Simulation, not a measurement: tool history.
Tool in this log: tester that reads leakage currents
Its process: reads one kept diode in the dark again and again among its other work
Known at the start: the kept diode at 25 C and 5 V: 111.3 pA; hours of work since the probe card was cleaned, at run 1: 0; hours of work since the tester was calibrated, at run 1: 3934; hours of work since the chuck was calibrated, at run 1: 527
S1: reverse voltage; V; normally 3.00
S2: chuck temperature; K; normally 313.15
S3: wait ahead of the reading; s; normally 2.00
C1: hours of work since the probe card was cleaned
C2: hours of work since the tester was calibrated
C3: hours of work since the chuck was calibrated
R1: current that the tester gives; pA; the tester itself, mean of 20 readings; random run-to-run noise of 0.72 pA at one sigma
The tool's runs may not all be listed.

| run | hour | S1 | S2 | S3 | C1 | C2 | C3 | R1 |
|---|---|---|---|---|---|---|---|---|
| 1 | 0.0 | 3.00 | 313.15 | 2.00 | 0 | 3934 | 527 | 242.24 |
| 2 | 91.7 | 3.00 | 299.15 | 2.00 | 64 | 3998 | 592 | 94.29 |
| 3 | 238.4 | 3.00 | 305.15 | 2.00 | 167 | 4101 | 695 | 143.52 |
| 4 | 399.1 | 3.00 | 305.15 | 2.00 | 280 | 4214 | 807 | 145.03 |
| 5 | 491.9 | 3.00 | 305.15 | 2.00 | 345 | 4279 | 873 | 146.17 |
| 6 | 563.1 | 2.06 | 313.15 | 2.00 | 395 | 4329 | 922 | 204.19 |
| 7 | 673.1 | 3.00 | 313.15 | 2.00 | 473 | 4406 | 1000 | 250.23 |
| 8 | 737.7 | 5.23 | 333.15 | 9.84 | 518 | 4451 | 1045 | 1134.11 |
| 9 | 836.9 | 3.41 | 316.15 | 4.93 | 588 | 4521 | 1115 | 323.74 |
| 10 | 935.9 | 6.32 | 315.15 | 3.30 | 657 | 4591 | 1184 | 424.87 |
| 11 | 1073.8 | 6.32 | 315.15 | 3.30 | 754 | 4687 | 1281 | 427.21 |
| 12 | 1139.5 | 1.84 | 317.15 | 3.30 | 800 | 4734 | 1327 | 256.56 |
| 13 | 1247.3 | 1.84 | 317.15 | 3.30 | 876 | 4809 | 1403 | 259.06 |

5 options for the next run, each taken on its own from the tool as it stands now. Forecast them:
| A | 1365.0 | 5.37 | 296.15 | 3.30 | 958 | 4892 | 1485 | ? |
| B | 1365.0 | 9.73 | 320.15 | 1.59 | 958 | 4892 | 1485 | ? |
| C | 1365.0 | 3.46 | 318.15 | 1.50 | 958 | 4892 | 1485 | ? |
| D | 1365.0 | 1.84 | 301.15 | 0.60 | 958 | 4892 | 1485 | ? |
| E | 1365.0 | 1.84 | 317.15 | 7.71 | 958 | 4892 | 1485 | ? |

| run | R1 |
|---|---|
| A | 113.07 |
| B | 743.53 |
| C | 382.92 |
| D | 91.08 |
| E | 257.81 |
The same runs, with their run-to-run variation unchanged, on a tool lacking any hidden condition would have given:
| run | R1 |
|---|---|
| A | 100.78 |
| B | 692.56 |
| C | 357.57 |
| D | 83.49 |
| E | 241.00 |
